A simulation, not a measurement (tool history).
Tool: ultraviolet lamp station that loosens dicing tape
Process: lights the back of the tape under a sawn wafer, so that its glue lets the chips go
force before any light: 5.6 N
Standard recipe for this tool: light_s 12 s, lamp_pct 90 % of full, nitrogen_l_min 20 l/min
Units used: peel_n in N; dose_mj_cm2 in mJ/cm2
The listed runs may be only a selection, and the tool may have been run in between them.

run 1 day=0.000 | light_s=12 lamp_pct=90 nitrogen_l_min=20 | peel_n=0.601 dose_mj_cm2=366
run 2 day=0.679 | light_s=12 lamp_pct=90 nitrogen_l_min=20 | peel_n=0.615 dose_mj_cm2=355
run 3 day=1.646 | light_s=7 lamp_pct=90 nitrogen_l_min=20 | peel_n=1.451 dose_mj_cm2=204
run 4 day=2.408 | light_s=7 lamp_pct=90 nitrogen_l_min=20 | peel_n=1.494 dose_mj_cm2=207
run 5 day=3.192 | light_s=13 lamp_pct=90 nitrogen_l_min=20 | peel_n=0.554 dose_mj_cm2=377
run 6 day=4.158 | light_s=12 lamp_pct=66 nitrogen_l_min=20 | peel_n=1.127 dose_mj_cm2=256
run 7 day=5.354 | light_s=12 lamp_pct=66 nitrogen_l_min=20 | peel_n=1.132 dose_mj_cm2=249
run 8 day=6.312 | light_s=12 lamp_pct=66 nitrogen_l_min=20 | peel_n=1.142 dose_mj_cm2=246
run 9 day=7.108 | light_s=12 lamp_pct=90 nitrogen_l_min=20 | peel_n=0.701 dose_mj_cm2=331
run 10 day=7.738 | light_s=12 lamp_pct=90 nitrogen_l_min=20 | peel_n=0.703 dose_mj_cm2=330
run 11 day=8.729 | light_s=12 lamp_pct=90 nitrogen_l_min=20 | peel_n=0.727 dose_mj_cm2=329
run 12 day=9.825 | light_s=12 lamp_pct=90 nitrogen_l_min=20 | peel_n=0.737 dose_mj_cm2=322
-- day=9.908 window cleaned of glue's vapour
run 13 day=11.021 | light_s=12 lamp_pct=90 nitrogen_l_min=20 | peel_n=0.797 dose_mj_cm2=310
run 14 day=11.829 | light_s=9 lamp_pct=68 nitrogen_l_min=20 | peel_n=1.786 dose_mj_cm2=171
run 15 day=12.733 | light_s=9 lamp_pct=68 nitrogen_l_min=20 | peel_n=1.780 dose_mj_cm2=171
run 16 day=13.846 | light_s=11 lamp_pct=85 nitrogen_l_min=13 | peel_n=1.201 dose_mj_cm2=259
run 17 day=15.038 | light_s=7 lamp_pct=88 nitrogen_l_min=9 | peel_n=2.208 dose_mj_cm2=169

Expected results for the next run?
run 18 day=16.133 | light_s=12 lamp_pct=80 nitrogen_l_min=20 | peel_n=? dose_mj_cm2=?

Run 18 yielded peel_n 1.088 N, dose_mj_cm2 256 mJ/cm2.
With the hidden condition absent and the run-to-run variation left alone, this run would have shown peel_n 0.743 N, dose_mj_cm2 325 mJ/cm2.

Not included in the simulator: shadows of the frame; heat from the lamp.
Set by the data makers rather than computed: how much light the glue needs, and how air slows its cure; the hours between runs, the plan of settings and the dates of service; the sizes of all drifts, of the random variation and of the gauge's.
